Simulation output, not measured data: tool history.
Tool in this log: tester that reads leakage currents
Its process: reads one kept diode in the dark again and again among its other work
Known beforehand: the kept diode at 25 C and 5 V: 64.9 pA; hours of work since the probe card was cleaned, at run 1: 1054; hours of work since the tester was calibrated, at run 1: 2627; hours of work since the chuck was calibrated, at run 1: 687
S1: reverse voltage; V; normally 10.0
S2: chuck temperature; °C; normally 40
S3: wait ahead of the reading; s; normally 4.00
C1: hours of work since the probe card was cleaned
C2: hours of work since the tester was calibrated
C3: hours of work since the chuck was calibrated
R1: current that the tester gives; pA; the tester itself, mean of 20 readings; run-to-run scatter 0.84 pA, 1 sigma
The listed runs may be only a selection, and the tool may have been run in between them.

run	day	S1	S2	S3	C1	C2	C3	R1
1	0.000	10.0	40	4.00	1054	2627	687	315.45
2	4.725	10.0	40	4.00	1117	2690	750	319.39
3	8.083	10.0	40	4.00	1162	2735	795	322.46
4	12.721	10.0	40	4.00	1224	2797	856	325.43
5	17.192	10.0	40	4.00	1284	2856	916	327.36
6	21.208	10.0	40	4.00	1337	2910	970	327.26
7	24.175	10.0	40	4.00	1377	2950	1009	331.64
8	29.217	10.0	40	4.00	1444	3017	1076	332.76
9	31.738	10.0	40	4.00	1477	3050	1110	333.65
10	36.146	10.0	40	4.00	1536	3109	1169	337.79
11	38.633	10.0	40	4.00	1569	3142	1202	339.36
12	41.462	10.0	41	4.00	1607	3180	1240	366.47
13	46.279	10.0	30	4.00	1671	3244	1304	168.95
14	49.825	10.0	30	4.00	1719	3292	1351	170.45
# day 50.362: probe card cleaned and baked
15	53.221	10.0	30	4.00	38	3335	1395	142.39
16	56.921	5.6	40	4.00	87	3385	1444	266.97
17	59.246	8.0	40	4.00	118	3416	1475	299.33
18	63.608	8.0	40	4.00	177	3474	1533	302.04
19	66.288	10.0	40	4.00	212	3509	1569	324.64
20	71.317	10.0	40	4.00	279	3577	1636	327.96
21	73.808	10.0	32	4.00	313	3610	1669	176.46
22	78.308	10.0	32	4.00	373	3670	1729	179.69
23	82.196	10.0	32	4.00	425	3722	1781	180.83
# day 84.833: chuck's temperature calibrated
24	85.708	15.6	34	4.00	470	3767	12	270.92
25	88.621	15.6	34	4.00	509	3806	50	272.98
26	93.312	15.6	34	4.00	572	3869	113	275.31
27	96.829	1.3	37	8.00	619	3916	160	155.48
# day 99.354: chuck's temperature calibrated, once more
28	100.821	8.2	21	1.28	671	3968	20	65.48
29	104.321	10.4	44	0.87	717	4014	66	408.90
30	107.067	1.7	22	0.45	754	4051	103	39.74
31	111.329	13.0	40	1.54	811	4108	160	332.63
32	116.342	13.0	40	1.54	878	4175	227	335.48
33	121.217	13.0	40	1.54	943	4240	292	338.16
34	125.700	1.5	40	1.54	1003	4300	351	166.63
35	129.100	1.5	40	1.54	1048	4345	397	166.65
36	133.271	2.5	22	0.31	1103	4401	452	49.14
37	137.633	10.0	40	3.66	1162	4459	511	319.41
38	142.358	14.3	25	0.86	1225	4522	574	129.74
39	144.979	10.6	50	4.00	1260	4557	608	675.36
40	147.742	1.7	60	7.31	1296	4594	645	762.74
41	149.975	10.0	40	4.00	1326	4623	675	324.82

What if the next run were any one of these 3? Each begins from the tool's condition after run 41:
A	153.671	3.2	40	4.00	1376	4673	724	?
B	153.671	10.0	45	8.18	1376	4673	724	?
C	153.671	2.3	28	3.16	1376	4673	724	?

run	R1
A	220.51
B	470.84
C	77.91
With the hidden condition removed and each run's random variation left untouched, the same runs would have given:
run	R1
A	195.51
B	411.52
C	66.14

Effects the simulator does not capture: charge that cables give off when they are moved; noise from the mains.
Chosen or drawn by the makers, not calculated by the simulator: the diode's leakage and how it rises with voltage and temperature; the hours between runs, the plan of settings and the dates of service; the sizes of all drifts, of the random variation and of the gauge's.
